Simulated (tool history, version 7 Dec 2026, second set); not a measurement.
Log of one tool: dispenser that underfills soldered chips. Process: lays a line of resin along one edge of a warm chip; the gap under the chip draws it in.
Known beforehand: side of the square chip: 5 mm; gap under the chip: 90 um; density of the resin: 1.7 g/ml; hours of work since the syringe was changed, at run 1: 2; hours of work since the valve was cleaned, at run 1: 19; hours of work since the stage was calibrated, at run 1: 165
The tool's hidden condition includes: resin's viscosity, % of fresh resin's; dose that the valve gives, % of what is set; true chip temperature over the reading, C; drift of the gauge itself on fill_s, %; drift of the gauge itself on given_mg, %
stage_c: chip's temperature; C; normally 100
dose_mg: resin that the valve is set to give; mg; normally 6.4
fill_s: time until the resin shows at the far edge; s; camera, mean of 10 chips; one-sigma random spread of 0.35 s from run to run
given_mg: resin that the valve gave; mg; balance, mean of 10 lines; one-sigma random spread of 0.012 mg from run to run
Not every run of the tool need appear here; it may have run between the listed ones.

| run | hour | stage_c | dose_mg | hours of work since the syringe was changed | hours of work since the valve was cleaned | hours of work since the stage was calibrated | fill_s | given_mg |
|---|---|---|---|---|---|---|---|---|
| 1 | 0 | 100 | 6.4 | 2 | 19 | 165 | 21.6 | 6.33 |
|  | 8.2 | new syringe of resin |
| 2 | 14.4 | 100 | 6.4 | 4 | 28 | 174 | 25.3 | 6.3 |
|  | 18.5 | new syringe of resin |
| 3 | 22.7 | 100 | 6.4 | 3 | 32 | 178 | 23.1 | 6.25 |
|  | 28.5 | new syringe of resin |
| 4 | 37.6 | 99 | 6.4 | 5 | 41 | 187 | 30.9 | 6.23 |
|  | 38.7 | new syringe of resin |
|  | 45.1 | dispensing valve cleaned and set on the balance |
|  | 50.4 | new syringe of resin |
| 5 | 53.9 | 100 | 5.66 | 2 | 5 | 196 | 23 | 5.65 |
|  | 60.3 | new syringe of resin |
| 6 | 69.6 | 100 | 5.66 | 6 | 14 | 205 | 30.4 | 5.59 |
|  | 70.9 | new syringe of resin |
| 7 | 76.7 | 100 | 5.66 | 3 | 19 | 209 | 25.8 | 5.58 |
|  | 82 | new syringe of resin |
| 8 | 87.3 | 100 | 6.63 | 3 | 25 | 216 | 25.2 | 6.51 |
|  | 92.1 | new syringe of resin |
| 9 | 95.6 | 100 | 6.63 | 2 | 30 | 221 | 23.2 | 6.48 |
|  | 102.8 | new syringe of resin |
| 10 | 108.4 | 100 | 6.63 | 3 | 37 | 228 | 25.5 | 6.44 |
|  | 112.7 | new syringe of resin |
| 11 | 120.4 | 100 | 6.63 | 5 | 44 | 235 | 27.3 | 6.4 |
|  | 122.9 | dispensing valve cleaned and set on the balance |
|  | 124 | new syringe of resin |
| 12 | 131.3 | 100 | 6.63 | 4 | 5 | 241 | 27.4 | 6.61 |
|  | 134.1 | new syringe of resin |
|  | 144.1 | new syringe of resin |
| 13 | 144.1 | 100 | 7.4 | 0 | 12 | 248 | 19.9 | 7.33 |
|  | 154 | new syringe of resin |
| 14 | 155 | 100 | 5.47 | 1 | 19 | 255 | 21 | 5.42 |
| 15 | 162.3 | 100 | 5.47 | 5 | 23 | 259 | 29.4 | 5.39 |
|  | 164 | new syringe of resin |
| 16 | 169.8 | 100 | 5.47 | 4 | 27 | 264 | 26.9 | 5.38 |
|  | 175.3 | new syringe of resin |
| 17 | 183.3 | 102 | 6.4 | 5 | 35 | 272 | 25.8 | 6.22 |
|  | 185.9 | new syringe of resin |
| 18 | 192.6 | 102 | 6.4 | 4 | 41 | 277 | 24.9 | 6.2 |
|  | 196 | new syringe of resin |
|  | 200.3 | dispensing valve cleaned and set on the balance |
|  | 207.5 | new syringe of resin |
| 19 | 209.6 | 102 | 6.4 | 1 | 5 | 286 | 19.7 | 6.38 |
|  | 217.5 | new syringe of resin |
| 20 | 225.3 | 86 | 6.46 | 5 | 15 | 296 | 55.5 | 6.4 |
|  | 227.5 | new syringe of resin |
| 21 | 235.8 | 106 | 8.14 | 5 | 21 | 302 | 22.1 | 8.02 |
|  | 237.9 | new syringe of resin |
| 22 | 245.1 | 94 | 6.25 | 4 | 26 | 307 | 36.2 | 6.11 |
|  | 247.8 | new syringe of resin |
|  | 257.9 | new syringe of resin |
| 23 | 260.6 | 94 | 6.25 | 2 | 35 | 316 | 29.5 | 6.08 |
|  | 268.2 | new syringe of resin |
| 24 | 268.5 | 101 | 6.4 | 0 | 40 | 321 | 19.1 | 6.23 |
|  | 277.7 | dispensing valve cleaned and set on the balance |
|  | 280 | new syringe of resin |
| 25 | 283.1 | 100 | 7.15 | 2 | 3 | 329 | 22.5 | 7.13 |
|  | 290.7 | new syringe of resin |
| 26 | 298.7 | 88 | 8.11 | 5 | 12 | 338 | 50.8 | 8.04 |
|  | 301.2 | new syringe of resin |
|  | 311.2 | stage's temperature calibrated |
|  | 313 | new syringe of resin |
| 27 | 314.6 | 86 | 7.53 | 1 | 21 | 2 | 37.1 | 7.41 |
|  | 323.6 | new syringe of resin |
| 28 | 325.8 | 98 | 8.08 | 1 | 28 | 8 | 22.7 | 7.92 |
|  | 333.7 | new syringe of resin |
| 29 | 337.9 | 107 | 6.18 | 3 | 35 | 16 | 16.1 | 6.02 |
|  | 345 | new syringe of resin |
| 30 | 346.8 | 107 | 6.18 | 1 | 40 | 21 | 15.2 | 5.99 |
| 31 | 353.4 | 107 | 6.18 | 5 | 44 | 25 | 20.1 | 5.96 |
|  | 355.5 | new syringe of resin |
|  | 356.5 | dispensing valve cleaned and set on the balance |
|  | 366.8 | new syringe of resin |
| 32 | 366.8 | 108 | 6.85 | 0 | 6 | 32 | 12.7 | 6.83 |
|  | 376.8 | new syringe of resin |
| 33 | 376.8 | 108 | 6.85 | 0 | 12 | 38 | 13.8 | 6.79 |

Predict each of these 4 candidate next runs independently; none follows another, all start after run 33:
|  | 387.4 | new syringe of resin |
| A | 388.5 | 100 | 5.47 | 1 | 19 | 45 | ? | ? |
|  | 387.4 | new syringe of resin |
| B | 388.5 | 91 | 6.54 | 1 | 19 | 45 | ? | ? |
|  | 387.4 | new syringe of resin |
| C | 388.5 | 92 | 6.15 | 1 | 19 | 45 | ? | ? |
|  | 387.4 | new syringe of resin |
| D | 388.5 | 95 | 6.48 | 1 | 19 | 45 | ? | ? |

| run | fill_s | given_mg |
|---|---|---|
| A | 20 | 5.4 |
| B | 29.6 | 6.44 |
| C | 27.9 | 6.05 |
| D | 24.2 | 6.37 |
Stripped of hidden state, with their random variation kept, the same runs would have yielded:
| run | fill_s | given_mg |
|---|---|---|
| A | 18.3 | 5.48 |
| B | 27.1 | 6.53 |
| C | 25.5 | 6.14 |
| D | 22.2 | 6.47 |

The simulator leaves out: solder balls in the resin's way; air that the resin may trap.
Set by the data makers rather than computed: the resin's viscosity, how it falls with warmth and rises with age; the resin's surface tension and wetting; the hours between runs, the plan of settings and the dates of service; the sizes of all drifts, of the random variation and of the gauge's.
